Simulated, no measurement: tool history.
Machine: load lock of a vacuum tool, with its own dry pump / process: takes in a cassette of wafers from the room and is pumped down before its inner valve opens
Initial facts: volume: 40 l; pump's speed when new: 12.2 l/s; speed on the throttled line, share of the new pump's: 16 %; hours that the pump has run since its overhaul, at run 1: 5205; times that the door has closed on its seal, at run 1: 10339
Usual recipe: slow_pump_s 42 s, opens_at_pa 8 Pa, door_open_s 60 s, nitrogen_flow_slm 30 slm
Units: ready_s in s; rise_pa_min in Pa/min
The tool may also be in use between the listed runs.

| run | hour | slow_pump_s | opens_at_pa | door_open_s | nitrogen_flow_slm | hours that the pump has run since its overhaul | times that the door has closed on its seal | incoming humidity of the room's air, % | ready_s | rise_pa_min |
|---|---|---|---|---|---|---|---|---|---|---|
| 1 | 0 | 42 | 8 | 60 | 30 | 5205 | 10339 | 43.2 | 67.1 | 0.048 |
| 2 | 544 | 42 | 8 | 60 | 30 | 5749 | 12203 | 44.5 | 65.2 | 0.048 |
| 3 | 775.6 | 42 | 8 | 40 | 30 | 5981 | 12996 | 44.5 | 66.3 | 0.047 |
| 4 | 1129 | 42 | 8 | 60 | 30 | 6334 | 14207 | 44.5 | 66 | 0.049 |
| 5 | 1419.8 | 42 | 8 | 60 | 30 | 6625 | 15204 | 46.4 | 65.8 | 0.055 |
| 6 | 1850.7 | 22 | 8 | 60 | 30 | 7056 | 16680 | 44.7 | 49.9 | 0.05 |
| 7 | 2200.1 | 22 | 8 | 60 | 30 | 7405 | 17877 | 45.5 | 49.6 | 0.055 |
| 8 | 2491.3 | 22 | 8 | 60 | 30 | 7697 | 18874 | 47.4 | 49.5 | 0.053 |
| 9 | 2771.3 | 22 | 8 | 60 | 30 | 7977 | 19834 | 48.7 | 49.3 | 0.054 |
| 10 | 3070.7 | 22 | 8 | 60 | 30 | 8276 | 20859 | 44 | 49.5 | 0.043 |
| 11 | 3364.4 | 22 | 8 | 60 | 30 | 8570 | 21865 | 46.7 | 49.6 | 0.048 |
| 12 | 3886.8 | 22 | 8 | 60 | 30 | 9092 | 23655 | 44.8 | 49.7 | 0.044 |
| 13 | 4385.2 | 22 | 8 | 60 | 30 | 9591 | 25363 | 46.6 | 49.2 | 0.047 |
| 14 | 4643.9 | 22 | 8 | 60 | 30 | 9849 | 26249 | 45.5 | 50.2 | 0.045 |
| 15 | 4867 | 22 | 8 | 60 | 30 | 10072 | 27013 | 43.1 | 50.6 | 0.049 |
| 16 | 5239.5 | 42 | 8 | 96 | 30 | 10445 | 28290 | 45.5 | 66.3 | 0.055 |
| 17 | 5563.3 | 42 | 8 | 96 | 30 | 10769 | 29399 | 46.9 | 66.1 | 0.06 |
| 18 | 5886.9 | 55 | 8 | 96 | 30 | 11092 | 30507 | 46.4 | 77.2 | 0.059 |
| 19 | 6307.2 | 55 | 8 | 96 | 30 | 11512 | 31947 | 46.4 | 78 | 0.059 |
| 20 | 6752.7 | 36 | 6 | 75 | 27 | 11958 | 33473 | 44.8 | 62.9 | 0.048 |
| 21 | 7263.3 | 42 | 8 | 95 | 30 | 12469 | 35223 | 50.3 | 67.2 | 0.06 |
| 22 | 7730.6 | 42 | 8 | 95 | 30 | 12936 | 36824 | 46.6 | 66.2 | 0.063 |
| 23 | 8016.1 | 22 | 8 | 91 | 30 | 13221 | 37802 | 43.1 | 49.1 | 0.053 |
| 24 | 8268.1 | 22 | 8 | 91 | 30 | 13473 | 38665 | 47.2 | 49.4 | 0.057 |
| 25 | 8798.6 | 37 | 8 | 48 | 5 | 14004 | 40483 | 39.9 | 61.8 | 0.063 |
| 26 | 9141.4 | 37 | 8 | 48 | 5 | 14347 | 41657 | 45 | 62.7 | 0.075 |
| 27 | 9371.9 | 37 | 8 | 48 | 5 | 14577 | 42447 | 43.6 | 62.4 | 0.074 |
| 28 | 9803.1 | 21 | 8 | 48 | 33 | 15008 | 43924 | 46 | 49.5 | 0.045 |
| 29 | 10065.2 | 51 | 10 | 93 | 11 | 15271 | 44822 | 44.7 | 74 | 0.073 |
| 30 | 10338 | 44 | 11 | 138 | 28 | 15543 | 45757 | 45.1 | 67.6 | 0.065 |
| 31 | 10847.1 | 44 | 11 | 138 | 28 | 16052 | 47501 | 45.3 | 67.7 | 0.072 |
| 32 | 11286.8 | 44 | 11 | 138 | 28 | 16492 | 49007 | 45.5 | 67.2 | 0.066 |
| 33 | 11563.2 | 44 | 11 | 138 | 28 | 16769 | 49954 | 42.9 | 66.9 | 0.063 |
| 34 | 12074.5 | 44 | 11 | 138 | 28 | 17280 | 51706 | 45.9 | 67.3 | 0.069 |
| 35 | 12522.2 | 44 | 11 | 138 | 28 | 17728 | 53239 | 48.9 | 67.5 | 0.071 |
| 36 | 12860.8 | 32 | 8 | 167 | 27 | 18066 | 54400 | 45.5 | 58 | 0.07 |
| 37 | 13288.3 | 32 | 8 | 167 | 27 | 18494 | 55864 | 44.4 | 57.9 | 0.069 |

Below are 3 alternative next runs, each starting from the tool's condition after run 37. Predict each:
| A | 13709.5 | 32 | 6 | 141 | 13 | 18915 | 57307 | 45.7 | ? | ? |
| B | 13709.5 | 32 | 14 | 31 | 32 | 18915 | 57307 | 43.2 | ? | ? |
| C | 13709.5 | 68 | 8 | 167 | 7 | 18915 | 57307 | 42.9 | ? | ? |

| run | ready_s | rise_pa_min |
|---|---|---|
| A | 59.2 | 0.085 |
| B | 55.9 | 0.047 |
| C | 86.6 | 0.098 |
The same runs, with their run-to-run variation unchanged, on a tool lacking any hidden condition would have given:
| run | ready_s | rise_pa_min |
|---|---|---|
| A | 59.2 | 0.084 |
| B | 55.8 | 0.046 |
| C | 86.6 | 0.097 |

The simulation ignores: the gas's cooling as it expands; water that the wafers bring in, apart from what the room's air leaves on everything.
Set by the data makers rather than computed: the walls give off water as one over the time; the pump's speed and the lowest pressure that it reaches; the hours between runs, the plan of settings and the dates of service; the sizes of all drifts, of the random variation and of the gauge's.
